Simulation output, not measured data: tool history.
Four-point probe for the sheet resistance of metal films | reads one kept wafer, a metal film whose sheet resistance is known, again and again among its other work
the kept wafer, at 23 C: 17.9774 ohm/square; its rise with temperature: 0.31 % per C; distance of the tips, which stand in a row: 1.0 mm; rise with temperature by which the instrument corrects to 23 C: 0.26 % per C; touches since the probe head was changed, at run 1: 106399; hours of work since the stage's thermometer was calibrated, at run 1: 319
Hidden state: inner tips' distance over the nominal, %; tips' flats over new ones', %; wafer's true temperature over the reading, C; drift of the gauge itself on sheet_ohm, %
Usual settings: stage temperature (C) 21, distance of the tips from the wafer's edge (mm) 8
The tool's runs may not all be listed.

run    hour  stage temperature (C)  distance of the tips from the wafer's edge (mm)  touches since the probe head was changed  hours of work since the stage's thermometer was calibrated  sheet resistance as the instrument gives it (ohm/square)
  1       0                     21                                                8                                    106399                                                         319                                                 18.214002
  2   100.9                     21                                                8                                    113146                                                         397                                                 18.223872
  3   158.7                     21                                                8                                    117014                                                         441                                                 18.213441
  4   213.1                     21                                                8                                    120646                                                         482                                                 18.226144
  5   312.8                     23                                                8                                    127315                                                         559                                                  18.26027
  6   415.7                     23                                                8                                    134196                                                         637                                                 18.261385
  7   496.4                     23                                                8                                    139591                                                         699                                                  18.26275
  8   576.3                     23                                                8                                    144939                                                         760                                                 18.270803
  9   673.4                     23                                                8                                    151427                                                         834                                                 18.274905
 10   719.4                     27                                                8                                    154508                                                         869                                                 18.316481
 11   809.1                     27                                                8                                    160508                                                         938                                                 18.323678
      891.7  -- new probe head fitted
 12   897.3                     21                                                8                                       376                                                        1005                                                 18.138287
 13     981                     21                                                8                                      5974                                                        1069                                                 18.136958
 14  1069.3                     21                                               17                                     11876                                                        1136                                                  18.03325
 15  1116.5                     21                                               59                                     15035                                                        1172                                                 18.000508
 16  1178.8                     21                                               59                                     19198                                                        1220                                                 18.003389
 17  1241.6                     21                                               17                                     23400                                                        1268                                                 18.033177
 18  1324.8                     21                                                8                                     28964                                                        1331                                                 18.154589
 19  1397.1                     21                                                8                                     33797                                                        1387                                                 18.161783
 20    1449                     24                                                8                                     37270                                                        1426                                                 18.201263
 21  1527.4                     24                                                8                                     42510                                                        1486                                                 18.203769
 22  1620.3                     24                                                8                                     48721                                                        1557                                                 18.204378
 23  1702.7                     30                                                9                                     54234                                                        1620                                                 18.244098
 24  1794.4                     27                                               53                                     60363                                                        1690                                                 18.105516
 25  1873.5                     27                                               53                                     65653                                                        1751                                                 18.103484
 26  1975.2                     32                                               18                                     72456                                                        1828                                                 18.181489
 27    2075                     32                                               18                                     79127                                                        1905                                                 18.190166
 28  2169.3                     26                                               17                                     85434                                                        1977                                                   18.1407
 29  2267.2                     19                                               65                                     91982                                                        2052                                                 18.048762
 30  2349.1                     33                                               12                                     97458                                                        2114                                                 18.256623
 31  2404.7                     21                                                7                                    101175                                                        2157                                                 18.272182
 32  2497.9                     27                                                8                                    107405                                                        2228                                                 18.282166
 33  2575.3                     31                                                8                                    112588                                                        2287                                                 18.333672
 34  2646.7                     26                                                5                                    117362                                                        2342                                                  18.51171
     2662.4  -- stage's thermometer calibrated
 35    2693                     26                                                5                                    120425                                                          23                                                 18.553877
 36  2793.5                     23                                                3                                    127139                                                         100                                                 19.163248
 37  2868.4                     33                                               49                                    132154                                                         157                                                 18.256682
 38  2957.9                     22                                                7                                    138138                                                         226                                                 18.345737
 39  3034.3                     22                                                7                                    143244                                                         284                                                 18.344723
 40  3121.4                     22                                                7                                    149069                                                         351                                                 18.343718
 41  3171.2                     25                                               12                                    152398                                                         389                                                 18.259634
 42  3225.9                     20                                               64                                    156060                                                         431                                                 18.142152
 43  3297.9                     18                                               36                                    160872                                                         486                                                 18.142417

Hidden state at the last listed run before each entry between runs and at the first one after, where it differs:
Between runs 11 and 12: new probe head fitted (hour 891.7)
  inner tips' distance over the nominal, %: 0.843 -> 0.206; tips' flats over new ones', %: 69 -> 0; wafer's true temperature over the reading, C: -0.19 -> -0.2
  measured less the result without the state, sheet resistance as the instrument gives it (ohm/square): +0.155108 -> +0.028947
Between runs 34 and 35: stage's thermometer calibrated (hour 2662.4)
  inner tips' distance over the nominal, %: 0.788 -> 0.802; tips' flats over new ones', %: 51 -> 52; wafer's true temperature over the reading, C: -0.45 -> 0.1
  measured less the result without the state, sheet resistance as the instrument gives it (ohm/square): +0.131107 -> +0.165371
